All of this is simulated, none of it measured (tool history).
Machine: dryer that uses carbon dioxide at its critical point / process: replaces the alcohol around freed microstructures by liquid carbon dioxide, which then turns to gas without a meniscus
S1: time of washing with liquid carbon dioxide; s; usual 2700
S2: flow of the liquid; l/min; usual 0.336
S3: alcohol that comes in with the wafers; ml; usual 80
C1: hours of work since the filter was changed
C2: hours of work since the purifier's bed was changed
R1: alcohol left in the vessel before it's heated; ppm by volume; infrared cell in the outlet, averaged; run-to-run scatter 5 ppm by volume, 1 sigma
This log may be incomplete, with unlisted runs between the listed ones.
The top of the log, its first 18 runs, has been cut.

run   hour    S1     S2  S3   C1   C2    R1
 19  116.1  2040  0.336  80  146  192   332
 20  124.7  2040  0.336  80  152  198   356
 21  128.5  2040  0.336  80  155  201   359
 22  136.6  2700  0.396  42  160  207    28
 23  142.3  2700  0.396  42  165  211    35
 24  151.4  2700  0.477  42  171  217    22
 25  157.9  1920  0.269  80  176  222  1233
 26  162.7  1920  0.269  80  179  226  1253
 27  166.9  3960  0.269  80  182  229    54
 28  170.8  3960  0.269  80  185  231    55
     176.6  -- inlet filter changed
 29  177.0  2160  0.336  80    0  235   144
 30  181.5  2160  0.336  80    4  239   149
 31  188.9  2160  0.462  24    9  244    29
 32  195.1  1740  0.207  45   13  248  1445
 33  199.1  2700  0.527  80   16  251    25
 34  204.7  2700  0.468  29   20  255    25
 35  212.5  2700  0.446  29   26  261    31
 36  218.6  2700  0.300  29   31  265    53
 37  224.8  2700  0.423  29   35  270    31

Consider 5 possible next runs. They are alternatives, not a sequence: every one starts from the tool as it was left by run 37. What does each give?
  A  229.3  2700  0.551  32  38  273   ?
  B  229.3  3120  0.271  91  38  273   ?
  C  229.3  2700  0.552  21  38  273   ?
  D  229.3  2520  0.244  70  38  273   ?
  E  229.3  4200  0.336  48  38  273   ?

run   R1
  A   26
  B  102
  C   28
  D  348
  E   28
With the hidden condition removed and each run's random variation left untouched, the same runs would have given:
run   R1
  A    4
  B   65
  C    5
  D  276
  E    5

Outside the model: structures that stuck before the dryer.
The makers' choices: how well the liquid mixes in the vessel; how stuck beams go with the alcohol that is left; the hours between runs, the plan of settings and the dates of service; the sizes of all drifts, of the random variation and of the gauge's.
